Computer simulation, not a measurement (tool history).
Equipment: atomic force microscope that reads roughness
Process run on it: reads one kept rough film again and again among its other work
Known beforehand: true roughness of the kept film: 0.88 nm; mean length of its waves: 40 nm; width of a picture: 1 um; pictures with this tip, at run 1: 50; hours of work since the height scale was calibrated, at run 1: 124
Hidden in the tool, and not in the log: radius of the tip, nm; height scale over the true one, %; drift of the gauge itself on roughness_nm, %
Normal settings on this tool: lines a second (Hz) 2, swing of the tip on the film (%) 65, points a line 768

run	hour	lines a second (Hz)	swing of the tip on the film (%)	points a line	pictures with this tip	hours of work since the height scale was calibrated	roughness of the kept film (nm (root mean square))
1	0	2	65	768	50	124	0.813
2	38.7	2	65	470	123	150	0.818
3	57.5	2	65	470	158	164	0.814
4	93.2	2	65	470	225	188	0.812
5	134.9	0.54	65	768	303	217	0.843
# hour 168.7: new tip fitted
6	175.8	0.54	65	768	13	245	0.856
7	217.4	1.63	65	768	91	274	0.825
8	259.2	1.63	65	768	169	303	0.821
# hour 263: height scale calibrated on a step standard
9	295.7	1.63	65	768	236	23	0.823
10	323.9	1.63	65	768	288	42	0.819
11	351.4	1.63	65	768	340	61	0.813
# hour 365.7: new tip fitted
12	378.4	0.96	71	954	23	80	0.84
13	421	0.96	71	954	103	109	0.833
14	459.4	2	61	569	175	136	0.825
15	478.7	0.65	78	382	211	149	0.826
16	502.3	1.25	65	768	255	166	0.831
# hour 516.8: height scale calibrated on a step standard, once more
17	546.7	3.69	65	270	336	21	0.766
# hour 562.4: new tip fitted
18	580.6	2	65	611	34	44	0.821

Forecast each of these 3 alternatives for the next run:
A	623.1	1.49	55	611	113	73	?
B	623.1	2	62	285	113	73	?
C	623.1	3.22	67	648	113	73	?

run	roughness of the kept film (nm (root mean square))
A	0.844
B	0.816
C	0.784
What these runs would have given with no unlogged condition in the tool:
run	roughness of the kept film (nm (root mean square))
A	0.849
B	0.821
C	0.789
